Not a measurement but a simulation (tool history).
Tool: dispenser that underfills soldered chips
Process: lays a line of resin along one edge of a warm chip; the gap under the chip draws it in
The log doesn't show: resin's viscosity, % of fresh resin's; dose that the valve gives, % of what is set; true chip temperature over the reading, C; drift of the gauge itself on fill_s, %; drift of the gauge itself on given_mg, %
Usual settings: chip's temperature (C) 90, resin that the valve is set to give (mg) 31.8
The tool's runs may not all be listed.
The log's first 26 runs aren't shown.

| run | hour | chip's temperature (C) | resin that the valve is set to give (mg) | hours of work since the syringe was changed | hours of work since the valve was cleaned | hours of work since the stage was calibrated | time until the resin shows at the far edge (s) | resin that the valve gave (mg) |
|---|---|---|---|---|---|---|---|---|
|  | 89.8 | new syringe of resin |
| 27 | 93 | 78 | 29.4 | 3 | 23 | 135 | 144.5 | 28.71 |
| 28 | 95.3 | 78 | 29.4 | 4 | 25 | 136 | 153.4 | 28.82 |
| 29 | 98.1 | 78 | 29.4 | 6 | 27 | 138 | 165.2 | 28.66 |
|  | 98.8 | new syringe of resin |
| 30 | 101.1 | 82 | 27.1 | 2 | 29 | 141 | 126.2 | 26.39 |
| 31 | 105.6 | 94 | 39.6 | 5 | 32 | 144 | 81.3 | 38.29 |
|  | 107.7 | new syringe of resin |
| 32 | 110.5 | 94 | 39.6 | 2 | 36 | 147 | 72.1 | 38.32 |
| 33 | 114.2 | 85 | 38.5 | 5 | 39 | 150 | 112.7 | 37.11 |
|  | 116.9 | new syringe of resin |
| 34 | 119.3 | 89 | 31 | 2 | 42 | 154 | 90.1 | 29.8 |
| 35 | 123.5 | 89 | 31 | 5 | 45 | 157 | 98.8 | 29.65 |

5 ways to go on from here, each from the tool as it stands after run 35. What would each give?
|  | 125.7 | new syringe of resin |
| A | 128.2 | 94 | 28.8 | 2 | 49 | 160 | ? | ? |
|  | 125.7 | new syringe of resin |
| B | 128.2 | 97 | 31.8 | 2 | 49 | 160 | ? | ? |
|  | 125.7 | new syringe of resin |
| C | 128.2 | 95 | 35 | 2 | 49 | 160 | ? | ? |
|  | 125.7 | new syringe of resin |
| D | 128.2 | 89 | 27.2 | 2 | 49 | 160 | ? | ? |
|  | 125.7 | new syringe of resin |
| E | 128.2 | 77 | 38 | 2 | 49 | 160 | ? | ? |

| run | time until the resin shows at the far edge (s) | resin that the valve gave (mg) |
|---|---|---|
| A | 76.2 | 27.52 |
| B | 66.8 | 30.36 |
| C | 72.6 | 33.71 |
| D | 95.3 | 25.9 |
| E | 143.2 | 36.26 |
Without the tool's hidden state the same runs would have given:
| run | time until the resin shows at the far edge (s) | resin that the valve gave (mg) |
|---|---|---|
| A | 71.1 | 28.83 |
| B | 62.7 | 31.8 |
| C | 68.4 | 35.32 |
| D | 88.7 | 27.13 |
| E | 135.3 | 37.99 |

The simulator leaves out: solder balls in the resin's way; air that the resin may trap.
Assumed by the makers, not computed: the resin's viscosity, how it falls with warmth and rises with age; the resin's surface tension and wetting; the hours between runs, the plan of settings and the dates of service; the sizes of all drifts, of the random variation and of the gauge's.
